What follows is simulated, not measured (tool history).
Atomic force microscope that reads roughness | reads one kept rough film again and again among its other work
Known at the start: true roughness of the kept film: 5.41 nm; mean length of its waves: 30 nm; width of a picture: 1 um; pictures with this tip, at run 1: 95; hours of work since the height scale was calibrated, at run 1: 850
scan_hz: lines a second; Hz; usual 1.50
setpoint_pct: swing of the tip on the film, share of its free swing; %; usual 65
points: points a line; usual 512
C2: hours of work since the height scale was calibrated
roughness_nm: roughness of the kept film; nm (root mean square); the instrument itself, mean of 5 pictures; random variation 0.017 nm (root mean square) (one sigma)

Run 1, hour 0.0: usual settings; pictures with this tip 95; C2 850. Result: roughness_nm 3.412 nm (root mean square).
Run 2, hour 22.9: usual settings; pictures with this tip 121; C2 862. Result: roughness_nm 3.248 nm (root mean square).
Run 3, hour 63.9: usual settings; pictures with this tip 168; C2 884. Result: roughness_nm 2.961 nm (root mean square).
Run 4, hour 108.1: usual settings but scan_hz 0.65 Hz; pictures with this tip 218; C2 907. Result: roughness_nm 2.784 nm (root mean square).
At hour 114.9: new tip fitted.
Run 5, hour 157.3: usual settings but scan_hz 0.65 Hz; pictures with this tip 48; C2 933. Result: roughness_nm 3.693 nm (root mean square).
Run 6, hour 198.4: usual settings but scan_hz 0.65 Hz; pictures with this tip 94; C2 955. Result: roughness_nm 3.331 nm (root mean square).
Run 7, hour 221.9: usual settings but scan_hz 0.65 Hz; pictures with this tip 121; C2 967. Result: roughness_nm 3.168 nm (root mean square).
Run 8, hour 265.6: usual settings but scan_hz 0.65 Hz; pictures with this tip 171; C2 990. Result: roughness_nm 2.920 nm (root mean square).
At hour 314.0: new tip fitted.
Run 9, hour 314.0: usual settings but scan_hz 0.65 Hz, points 484; pictures with this tip 0; C2 1016. Result: roughness_nm 4.175 nm (root mean square).
Run 10, hour 344.6: usual settings but scan_hz 0.65 Hz, points 484; pictures with this tip 35; C2 1032. Result: roughness_nm 3.934 nm (root mean square).
Run 11, hour 374.5: usual settings but scan_hz 0.65 Hz, points 484; pictures with this tip 69; C2 1048. Result: roughness_nm 3.651 nm (root mean square).
Run 12, hour 422.6: usual settings but points 430; pictures with this tip 123; C2 1073. Result: roughness_nm 3.171 nm (root mean square).
Run 13, hour 456.7: usual settings but points 430; pictures with this tip 162; C2 1091. Result: roughness_nm 2.937 nm (root mean square).
Run 14, hour 484.9: usual settings but points 430; pictures with this tip 194; C2 1106. Result: roughness_nm 2.798 nm (root mean square).
Run 15, hour 509.1: usual settings; pictures with this tip 221; C2 1119. Result: roughness_nm 2.673 nm (root mean square).
At hour 514.5: new tip fitted.
Run 16, hour 538.9: usual settings; pictures with this tip 27; C2 1134. Result: roughness_nm 3.827 nm (root mean square).
Run 17, hour 588.7: usual settings but scan_hz 3.32 Hz, setpoint_pct 80 %, points 426; pictures with this tip 84; C2 1161. Result: roughness_nm 2.929 nm (root mean square).
Run 18, hour 620.3: usual settings but scan_hz 3.32 Hz, setpoint_pct 80 %, points 426; pictures with this tip 120; C2 1177. Result: roughness_nm 2.724 nm (root mean square).
Run 19, hour 641.4: usual settings but scan_hz 0.52 Hz, setpoint_pct 77 %, points 540; pictures with this tip 144; C2 1189. Result: roughness_nm 3.042 nm (root mean square).
Run 20, hour 680.4: usual settings but scan_hz 3.17 Hz, setpoint_pct 70 %, points 505; pictures with this tip 188; C2 1209. Result: roughness_nm 2.613 nm (root mean square).
At hour 712.8: new tip fitted.
Run 21, hour 712.8: usual settings but scan_hz 1.14 Hz, setpoint_pct 80 %, points 955; pictures with this tip 0; C2 1226. Result: roughness_nm 3.975 nm (root mean square).
Run 22, hour 757.9: usual settings but scan_hz 1.21 Hz, setpoint_pct 84 %, points 363; pictures with this tip 51; C2 1250. Result: roughness_nm 3.440 nm (root mean square).
Run 23, hour 786.7: usual settings but scan_hz 0.89 Hz, setpoint_pct 73 %, points 363; pictures with this tip 84; C2 1265. Result: roughness_nm 3.334 nm (root mean square).
Run 24, hour 838.4: usual settings but scan_hz 0.89 Hz, setpoint_pct 73 %, points 363; pictures with this tip 142; C2 1293. Result: roughness_nm 2.995 nm (root mean square).
Run 25, hour 871.7: usual settings but scan_hz 1.49 Hz, setpoint_pct 73 %, points 279; pictures with this tip 180; C2 1310. Result: roughness_nm 2.717 nm (root mean square).
At hour 909.1: new tip fitted.
Run 26, hour 924.1: usual settings but scan_hz 1.49 Hz, setpoint_pct 73 %, points 279; pictures with this tip 17; C2 1338. Result: roughness_nm 3.754 nm (root mean square).
Run 27, hour 946.0: usual settings but scan_hz 1.22 Hz, setpoint_pct 56 %, points 436; pictures with this tip 42; C2 1349. Result: roughness_nm 3.725 nm (root mean square).
Run 28, hour 989.2: usual settings but scan_hz 2.26 Hz, setpoint_pct 64 %, points 581; pictures with this tip 91; C2 1372. Result: roughness_nm 3.191 nm (root mean square).
Run 29, hour 1026.9: usual settings but scan_hz 2.26 Hz, setpoint_pct 63 %, points 259; pictures with this tip 134; C2 1392. Result: roughness_nm 2.946 nm (root mean square).
Run 30, hour 1070.5: usual settings but scan_hz 2.26 Hz, setpoint_pct 85 %, points 343; pictures with this tip 183; C2 1415. Result: roughness_nm 2.445 nm (root mean square).
At hour 1106.9: new tip fitted.
Run 31, hour 1115.5: usual settings but setpoint_pct 81 %, points 1021; pictures with this tip 9; C2 1439. Result: roughness_nm 3.781 nm (root mean square).

How the hidden state differs across the entries between the runs, from the last listed run before each to the first after it:
Between runs 4 and 5: new tip fitted (hour 114.9)
  radius of the tip, nm: 36.5 -> 17.2; height scale over the true one, %: -1.35 -> -1.39
  measured less the result without the state, roughness_nm: -1.474 -> -0.573 nm (root mean square)
Between runs 8 and 9: new tip fitted (hour 314.0)
  radius of the tip, nm: 33.3 -> 10.1; height scale over the true one, %: -1.47 -> -1.51
  measured less the result without the state, roughness_nm: -1.368 -> -0.076 nm (root mean square)
Between runs 15 and 16: new tip fitted (hour 514.5)
  radius of the tip, nm: 38.2 -> 14.2; height scale over the true one, %: -1.67 -> -1.69
  measured less the result without the state, roughness_nm: -1.519 -> -0.380 nm (root mean square)
Between runs 20 and 21: new tip fitted (hour 712.8)
  radius of the tip, nm: 34.9 -> 10.6; height scale over the true one, %: -1.8 -> -1.82
  measured less the result without the state, roughness_nm: -1.317 -> -0.119 nm (root mean square)
Between runs 25 and 26: new tip fitted (hour 909.1)
  radius of the tip, nm: 34.3 -> 13.1; height scale over the true one, %: -1.94 -> -1.99
  measured less the result without the state, roughness_nm: -1.346 -> -0.303 nm (root mean square)
Between runs 30 and 31: new tip fitted (hour 1106.9)
  radius of the tip, nm: 35.2 -> 11.6; height scale over the true one, %: -2.1 -> -2.13
  measured less the result without the state, roughness_nm: -1.255 -> -0.201 nm (root mean square)

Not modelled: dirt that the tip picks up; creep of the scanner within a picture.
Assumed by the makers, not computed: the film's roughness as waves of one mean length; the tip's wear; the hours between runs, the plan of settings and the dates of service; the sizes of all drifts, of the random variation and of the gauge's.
